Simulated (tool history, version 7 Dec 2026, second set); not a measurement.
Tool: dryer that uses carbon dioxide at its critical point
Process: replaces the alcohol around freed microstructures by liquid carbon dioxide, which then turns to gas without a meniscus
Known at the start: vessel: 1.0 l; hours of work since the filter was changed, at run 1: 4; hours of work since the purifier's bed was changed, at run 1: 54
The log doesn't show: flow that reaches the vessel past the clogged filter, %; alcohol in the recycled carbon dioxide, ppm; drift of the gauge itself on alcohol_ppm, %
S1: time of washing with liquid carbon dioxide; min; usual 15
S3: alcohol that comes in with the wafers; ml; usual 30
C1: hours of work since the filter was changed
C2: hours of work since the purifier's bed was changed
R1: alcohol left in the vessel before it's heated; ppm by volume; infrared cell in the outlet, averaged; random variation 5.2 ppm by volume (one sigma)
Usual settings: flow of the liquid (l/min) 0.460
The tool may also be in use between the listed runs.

Run 1, hour 0.0: usual settings; C1 4; C2 54. Result: R1 98 ppm by volume.
Run 2, hour 15.3: usual settings but S3 29 ml; C1 12; C2 62. Result: R1 96 ppm by volume.
Run 3, hour 44.9: usual settings; C1 27; C2 77. Result: R1 108 ppm by volume.
Run 4, hour 64.1: usual settings but flow of the liquid (l/min) 0.554; C1 37; C2 87. Result: R1 50 ppm by volume.
Run 5, hour 77.9: usual settings but flow of the liquid (l/min) 0.554, S3 52 ml; C1 44; C2 94. Result: R1 70 ppm by volume.
Run 6, hour 104.7: usual settings but flow of the liquid (l/min) 0.554, S3 52 ml; C1 58; C2 108. Result: R1 77 ppm by volume.
Run 7, hour 127.9: usual settings; C1 70; C2 120. Result: R1 121 ppm by volume.
Run 8, hour 153.7: usual settings but S3 83 ml; C1 83; C2 133. Result: R1 328 ppm by volume.
Run 9, hour 182.2: usual settings but flow of the liquid (l/min) 0.476, S3 83 ml; C1 98; C2 148. Result: R1 275 ppm by volume.
Run 10, hour 203.3: usual settings but S3 64 ml; C1 109; C2 159. Result: R1 251 ppm by volume.
Run 11, hour 219.7: usual settings but S3 64 ml; C1 117; C2 167. Result: R1 269 ppm by volume.
Run 12, hour 234.9: usual settings but S3 64 ml; C1 125; C2 175. Result: R1 266 ppm by volume.
Run 13, hour 248.5: usual settings but S3 64 ml; C1 132; C2 182. Result: R1 275 ppm by volume.
Run 14, hour 274.3: usual settings but S3 64 ml; C1 145; C2 195. Result: R1 285 ppm by volume.
Run 15, hour 302.1: usual settings but S3 64 ml; C1 159; C2 209. Result: R1 283 ppm by volume.
Run 16, hour 326.1: usual settings but S3 64 ml; C1 172; C2 222. Result: R1 302 ppm by volume.
Run 17, hour 345.7: usual settings but S1 11 min; C1 182; C2 232. Result: R1 567 ppm by volume.
Run 18, hour 372.4: usual settings but S1 11 min; C1 195; C2 246. Result: R1 566 ppm by volume.
Run 19, hour 396.3: usual settings but S1 11 min; C1 208; C2 258. Result: R1 601 ppm by volume.
Run 20, hour 421.8: usual settings but S1 11 min; C1 221; C2 271. Result: R1 613 ppm by volume.
Run 21, hour 448.0: usual settings but S1 11 min, S3 77 ml; C1 234; C2 284. Result: R1 1550 ppm by volume.
Run 22, hour 465.5: usual settings but S1 11 min, S3 77 ml; C1 243; C2 293. Result: R1 1543 ppm by volume.
Run 23, hour 491.9: usual settings but S1 11 min, S3 77 ml; C1 257; C2 307. Result: R1 1530 ppm by volume.
Run 24, hour 518.8: usual settings but S1 11 min, S3 77 ml; C1 271; C2 321. Result: R1 1570 ppm by volume.
Run 25, hour 534.3: usual settings but S1 16 min, S3 59 ml; C1 279; C2 329. Result: R1 263 ppm by volume.
Run 26, hour 558.1: usual settings but flow of the liquid (l/min) 0.720; C1 291; C2 341. Result: R1 75 ppm by volume.
Run 27, hour 575.4: usual settings but S1 17 min, flow of the liquid (l/min) 0.743, S3 59 ml; C1 300; C2 350. Result: R1 69 ppm by volume.
Run 28, hour 596.3: usual settings but flow of the liquid (l/min) 0.313; C1 310; C2 361. Result: R1 956 ppm by volume.
Run 29, hour 614.3: usual settings but S1 17 min, flow of the liquid (l/min) 0.366, S3 46 ml; C1 320; C2 370. Result: R1 502 ppm by volume.
Run 30, hour 631.6: usual settings but S1 11 min, S3 64 ml; C1 329; C2 379. Result: R1 1461 ppm by volume.
Run 31, hour 646.5: usual settings but S1 11 min, flow of the liquid (l/min) 0.529, S3 29 ml; C1 336; C2 386. Result: R1 437 ppm by volume.
Run 32, hour 677.2: usual settings but S1 24 min, flow of the liquid (l/min) 0.575, S3 29 ml; C1 352; C2 402. Result: R1 79 ppm by volume.
Run 33, hour 689.9: usual settings but S1 24 min, flow of the liquid (l/min) 0.575, S3 29 ml; C1 359; C2 409. Result: R1 75 ppm by volume.
Run 34, hour 708.6: usual settings but S1 11 min, S3 53 ml; C1 368; C2 418. Result: R1 1288 ppm by volume.
Run 35, hour 737.7: usual settings but S1 22 min, flow of the liquid (l/min) 0.723; C1 383; C2 433. Result: R1 76 ppm by volume.
Run 36, hour 758.5: usual settings but S1 17 min; C1 394; C2 444. Result: R1 162 ppm by volume.
Run 37, hour 778.8: usual settings but S1 17 min; C1 404; C2 454. Result: R1 178 ppm by volume.
Run 38, hour 793.6: usual settings but S1 23 min, flow of the liquid (l/min) 0.726; C1 412; C2 462. Result: R1 84 ppm by volume.
Run 39, hour 813.0: usual settings but flow of the liquid (l/min) 0.375; C1 422; C2 472. Result: R1 603 ppm by volume.
Run 40, hour 838.2: usual settings but S1 20 min, flow of the liquid (l/min) 0.600; C1 435; C2 485. Result: R1 90 ppm by volume.
Run 41, hour 854.5: usual settings but S1 19 min, flow of the liquid (l/min) 0.600, S3 80 ml; C1 443; C2 493. Result: R1 107 ppm by volume.
Run 42, hour 875.7: usual settings but flow of the liquid (l/min) 0.555, S3 92 ml; C1 454; C2 504. Result: R1 297 ppm by volume.
Run 43, hour 898.7: usual settings but flow of the liquid (l/min) 0.555, S3 92 ml; C1 466; C2 516. Result: R1 311 ppm by volume.
Run 44, hour 921.5: usual settings but flow of the liquid (l/min) 0.642, S3 37 ml; C1 477; C2 528. Result: R1 123 ppm by volume.
Run 45, hour 951.4: usual settings but S1 21 min, flow of the liquid (l/min) 0.688, S3 22 ml; C1 493; C2 543. Result: R1 97 ppm by volume.
Run 46, hour 966.2: usual settings but S1 21 min, flow of the liquid (l/min) 0.688, S3 22 ml; C1 500; C2 551. Result: R1 93 ppm by volume.
Run 47, hour 996.6: usual settings but S1 21 min, flow of the liquid (l/min) 0.688, S3 22 ml; C1 516; C2 566. Result: R1 107 ppm by volume.

Forecast each of these 3 alternatives for the next run:
Run A, hour 1016.8: usual settings but S1 10 min, flow of the liquid (l/min) 0.411, S3 41 ml; C1 526; C2 577. Result: R1 ?.
Run B, hour 1016.8: usual settings but S1 21 min; C1 526; C2 577. Result: R1 ?.
Run C, hour 1016.8: usual settings but S1 21 min, flow of the liquid (l/min) 0.458, S3 35 ml; C1 526; C2 577. Result: R1 ?.

run    R1
  A  2418
  B   128
  C   138
Without the tool's hidden state the same runs would have given:
run    R1
  A  1299
  B     7
  C    14

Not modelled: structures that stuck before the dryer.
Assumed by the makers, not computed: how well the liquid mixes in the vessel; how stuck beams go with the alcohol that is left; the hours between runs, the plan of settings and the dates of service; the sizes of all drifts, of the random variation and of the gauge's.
